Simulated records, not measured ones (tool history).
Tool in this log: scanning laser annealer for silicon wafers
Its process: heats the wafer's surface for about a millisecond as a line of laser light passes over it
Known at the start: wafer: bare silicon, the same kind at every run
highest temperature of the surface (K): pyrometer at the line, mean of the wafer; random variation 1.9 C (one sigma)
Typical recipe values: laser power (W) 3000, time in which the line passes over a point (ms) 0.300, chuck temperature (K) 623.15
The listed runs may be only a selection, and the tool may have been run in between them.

run   hour  laser power (W)  time in which the line passes over a point (ms)  chuck temperature (K)  highest temperature of the surface (K)
  1    0.0             3000                                            0.300                 623.15                                 1375.15
      18.7  -- window over the wafer cleaned
  2   45.2             3000                                            0.266                 623.15                                 1337.15
  3   84.4             3000                                            0.266                 623.15                                 1334.15
  4  138.0             3000                                            0.300                 647.15                                 1402.15
  5  167.8             3174                                            0.300                 647.15                                 1450.15
  6  209.8             3000                                            0.300                 623.15                                 1378.15
  7  254.1             3000                                            0.300                 623.15                                 1375.15
  8  323.1             3000                                            0.300                 623.15                                 1378.15
  9  365.3             3000                                            0.327                 623.15                                 1409.15
 10  411.9             3000                                            0.300                 623.15                                 1375.15
 11  448.0             3000                                            0.300                 623.15                                 1377.15
 12  519.9             3000                                            0.300                 623.15                                 1379.15
 13  585.4             3000                                            0.300                 623.15                                 1374.15
 14  616.3             2962                                            0.300                 647.15                                 1391.15
 15  645.9             3000                                            0.300                 585.15                                 1338.15
 16  678.7             3228                                            0.366                 593.15                                 1491.15
 17  709.6             2662                                            0.376                 596.15                                 1331.15
 18  759.7             3085                                            0.279                 652.15                                 1407.15
 19  829.1             2577                                            0.350                 592.15                                 1275.15
     882.9  -- window over the wafer cleaned
 20  898.1             3000                                            0.325                 623.15                                 1407.15
 21  929.7             3000                                            0.245                 627.15                                 1311.15

Forecast run 22:
 22  961.1             2557                                            0.300                 656.15                                       ?

highest temperature of the surface (K): 1287.15
On a tool with no hidden condition, and with the same random variation, this run would have come out at highest temperature of the surface (K) 1287.15.
